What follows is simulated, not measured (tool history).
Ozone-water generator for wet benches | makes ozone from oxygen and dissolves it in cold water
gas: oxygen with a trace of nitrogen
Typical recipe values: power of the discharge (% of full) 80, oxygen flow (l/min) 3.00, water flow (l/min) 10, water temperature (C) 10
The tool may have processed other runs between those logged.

run,day,power of the discharge (% of full),oxygen flow (l/min),water flow (l/min),water temperature (C),dissolved ozone (ppm),ozone in the gas ahead of the water (g/m3)
1,0.000,80,3.00,10,10,22.3,203.1
2,1.046,80,3.00,10,10,21.8,205.5
3,3.438,80,3.00,10,10,22.3,205.8
4,5.338,80,3.00,10,10,22.2,207.1
5,6.617,80,3.00,10,10,22.3,205.1
6,9.125,80,4.06,10,10,23.9,185.3
7,11.600,80,3.00,10,10,22.1,206.9
8,13.879,80,3.00,10,6,23.5,204.6
9,15.617,80,3.00,10,6,23.3,205.3
10,17.117,80,3.00,10,6,23.4,207.6
11,18.558,80,3.00,10,10,22.1,205.6
12,20.388,80,3.00,10,10,22.0,205.8
13,22.700,80,2.36,10,10,20.5,220.4
14,24.704,80,2.36,10,10,20.8,220.6
15,26.233,80,2.36,10,10,20.8,221.4
16,27.488,80,2.36,10,10,20.6,222.8
17,28.983,80,2.36,10,10,20.6,221.5
18,30.467,91,2.80,6,7,41.0,235.1
19,31.838,50,4.03,9,7,18.2,125.8
20,33.062,65,4.69,14,7,15.0,149.2
21,34.142,84,3.00,10,8,23.7,215.1
22,36.592,60,1.56,8,9,17.9,196.2
23,37.850,80,3.00,9,10,24.8,207.2
24,39.908,80,3.00,9,10,24.8,206.3
25,42.388,80,4.48,9,9,27.1,183.4
26,44.596,80,4.48,9,9,27.2,181.1
27,46.762,85,4.48,7,14,31.9,194.7
28,48.362,85,4.48,7,14,31.4,193.2
29,50.175,80,1.54,10,10,17.6,255.1
30,51.421,68,4.69,10,8,21.9,157.0
31,52.900,91,2.74,10,13,23.4,241.6
32,54.054,91,2.74,10,13,23.3,242.0
33,56.083,91,2.74,10,13,23.3,239.9

Below are 3 alternative next runs, each starting from the tool's condition after run 33. Predict each:
A,58.238,66,3.00,10,10,?,?
B,58.238,47,2.74,13,9,?,?
C,58.238,53,4.75,10,13,?,?

run,dissolved ozone (ppm),ozone in the gas ahead of the water (g/m3)
A,18.5,177.6
B,10.3,133.8
C,16.2,126.9
Without the tool's hidden state the same runs would have given:
run,dissolved ozone (ppm),ozone in the gas ahead of the water (g/m3)
A,18.5,173.7
B,10.3,130.8
C,16.3,124.1
